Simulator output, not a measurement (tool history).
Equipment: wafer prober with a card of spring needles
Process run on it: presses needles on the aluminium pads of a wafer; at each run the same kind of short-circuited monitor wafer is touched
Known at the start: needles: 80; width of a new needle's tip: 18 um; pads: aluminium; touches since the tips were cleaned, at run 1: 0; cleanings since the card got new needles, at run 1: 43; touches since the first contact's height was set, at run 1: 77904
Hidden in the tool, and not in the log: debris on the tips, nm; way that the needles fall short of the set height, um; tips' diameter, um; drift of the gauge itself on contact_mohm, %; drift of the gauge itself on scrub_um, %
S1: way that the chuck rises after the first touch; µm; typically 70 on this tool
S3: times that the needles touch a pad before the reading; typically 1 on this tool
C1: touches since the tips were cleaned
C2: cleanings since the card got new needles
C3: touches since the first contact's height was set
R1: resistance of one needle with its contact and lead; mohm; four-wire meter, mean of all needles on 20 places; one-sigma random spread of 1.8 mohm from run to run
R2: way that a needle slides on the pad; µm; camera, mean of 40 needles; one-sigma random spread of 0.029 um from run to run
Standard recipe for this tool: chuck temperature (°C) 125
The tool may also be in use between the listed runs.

Run 1, hour 0.0: usual settings; C1 0; C2 43; C3 77904. Result: R1 193 mohm, R2 13.38 µm.
At hour 38.4: tips cleaned on abrasive film.
Run 2, hour 54.4: usual settings; C1 3991; C2 44; C3 91497. Result: R1 227 mohm, R2 13.31 µm.
At hour 74.2: tips cleaned on abrasive film.
At hour 111.7: tips cleaned on abrasive film.
Run 3, hour 112.0: usual settings; C1 65; C2 46; C3 105867. Result: R1 196 mohm, R2 13.27 µm.
At hour 148.8: tips cleaned on abrasive film.
Run 4, hour 157.1: usual settings; C1 2081; C2 47; C3 117139. Result: R1 221 mohm, R2 13.21 µm.
At hour 184.5: tips cleaned on abrasive film.
Run 5, hour 206.0: usual settings; C1 5386; C2 48; C3 129372. Result: R1 230 mohm, R2 13.22 µm.
At hour 221.1: tips cleaned on abrasive film.
Run 6, hour 243.4: usual settings but S3 2; C1 5572; C2 49; C3 138696. Result: R1 210 mohm, R2 13.26 µm.
At hour 256.3: tips cleaned on abrasive film.
Run 7, hour 289.0: usual settings but S3 2; C1 8177; C2 50; C3 150083. Result: R1 212 mohm, R2 13.17 µm.
At hour 294.2: tips cleaned on abrasive film.
At hour 332.4: tips cleaned on abrasive film.
Run 8, hour 339.9: usual settings but S3 2; C1 1888; C2 52; C3 162794. Result: R1 211 mohm, R2 13.14 µm.
At hour 367.6: tips cleaned on abrasive film.
Run 9, hour 374.8: usual settings but S3 2; C1 1814; C2 53; C3 171511. Result: R1 206 mohm, R2 13.09 µm.
At hour 398.8: height of the first contact set anew.
At hour 406.3: tips cleaned on abrasive film.
Run 10, hour 436.6: usual settings; C1 7583; C2 54; C3 9434. Result: R1 230 mohm, R2 13.43 µm.
At hour 444.4: tips cleaned on abrasive film.
Run 11, hour 472.0: usual settings; C1 6921; C2 55; C3 18265. Result: R1 231 mohm, R2 13.39 µm.
At hour 483.0: tips cleaned on abrasive film.
Run 12, hour 504.5: usual settings but S3 3; C1 5374; C2 56; C3 26373. Result: R1 205 mohm, R2 13.37 µm.
At hour 520.4: tips cleaned on abrasive film.
At hour 555.1: tips cleaned on abrasive film.
Run 13, hour 557.3: usual settings but S1 88 µm, chuck temperature (°C) 39; C1 560; C2 58; C3 39550. Result: R1 180 mohm, R2 16.83 µm.
At hour 590.3: tips cleaned on abrasive film.
Run 14, hour 593.0: usual settings but S1 88 µm, chuck temperature (°C) 49; C1 692; C2 59; C3 48475. Result: R1 185 mohm, R2 16.81 µm.
At hour 625.6: tips cleaned on abrasive film.
Run 15, hour 626.3: usual settings but S1 81 µm, chuck temperature (°C) 39, S3 2; C1 183; C2 60; C3 56785. Result: R1 174 mohm, R2 15.43 µm.
At hour 663.1: tips cleaned on abrasive film.
Run 16, hour 674.5: usual settings but S1 81 µm, chuck temperature (°C) 39, S3 2; C1 2873; C2 61; C3 68830. Result: R1 190 mohm, R2 15.43 µm.
At hour 699.8: tips cleaned on abrasive film.
Run 17, hour 724.0: usual settings but S1 52 µm, chuck temperature (°C) 73; C1 6063; C2 62; C3 81192. Result: R1 260 mohm, R2 9.87 µm.
At hour 735.0: tips cleaned on abrasive film.
Run 18, hour 762.8: usual settings but S1 52 µm, chuck temperature (°C) 73; C1 6983; C2 63; C3 90893. Result: R1 266 mohm, R2 9.85 µm.
At hour 769.8: tips cleaned on abrasive film.
At hour 804.4: tips cleaned on abrasive film.
Run 19, hour 817.0: usual settings but S1 52 µm, chuck temperature (°C) 73; C1 3153; C2 65; C3 104405. Result: R1 254 mohm, R2 9.80 µm.
At hour 839.4: tips cleaned on abrasive film.
Run 20, hour 872.4: usual settings but chuck temperature (°C) 32, S3 3; C1 8263; C2 66; C3 118240. Result: R1 187 mohm, R2 13.22 µm.
At hour 876.9: tips cleaned on abrasive film.
At hour 911.4: tips cleaned on abrasive film.
Run 21, hour 934.1: usual settings but chuck temperature (°C) 32, S3 3; C1 5694; C2 68; C3 133658. Result: R1 189 mohm, R2 13.19 µm.
At hour 949.3: tips cleaned on abrasive film.
At hour 984.7: tips cleaned on abrasive film.
Run 22, hour 994.2: usual settings but S1 63 µm, chuck temperature (°C) 53, S3 2; C1 2399; C2 70; C3 148659. Result: R1 206 mohm, R2 11.82 µm.
At hour 1020.9: tips cleaned on abrasive film.
Run 23, hour 1050.7: usual settings but S1 63 µm, chuck temperature (°C) 53, S3 2; C1 7446; C2 71; C3 162761. Result: R1 215 mohm, R2 11.79 µm.
At hour 1056.1: tips cleaned on abrasive film.
Run 24, hour 1085.4: usual settings but S1 66 µm, chuck temperature (°C) 53, S3 2; C1 7338; C2 72; C3 171445. Result: R1 210 mohm, R2 12.35 µm.

A few steps of R1 between consecutive runs. Split each: what settings, incoming material and random variation would produce without the hidden state, and what is left over for the hidden state, along with gauge scatter present in only one of the two compared results (measured, and without hidden state):
Run 16 -> 17: S1 81 -> 52, chuck temperature (°C) 39 -> 73, S3 2 -> 1, tips cleaned on abrasive film. R1 +70 mohm: hidden state +61, all else +9.
Run 19 -> 20: S1 52 -> 70, chuck temperature (°C) 73 -> 32, S3 1 -> 3, tips cleaned on abrasive film. R1 -67 mohm: hidden state -54, all else -13.

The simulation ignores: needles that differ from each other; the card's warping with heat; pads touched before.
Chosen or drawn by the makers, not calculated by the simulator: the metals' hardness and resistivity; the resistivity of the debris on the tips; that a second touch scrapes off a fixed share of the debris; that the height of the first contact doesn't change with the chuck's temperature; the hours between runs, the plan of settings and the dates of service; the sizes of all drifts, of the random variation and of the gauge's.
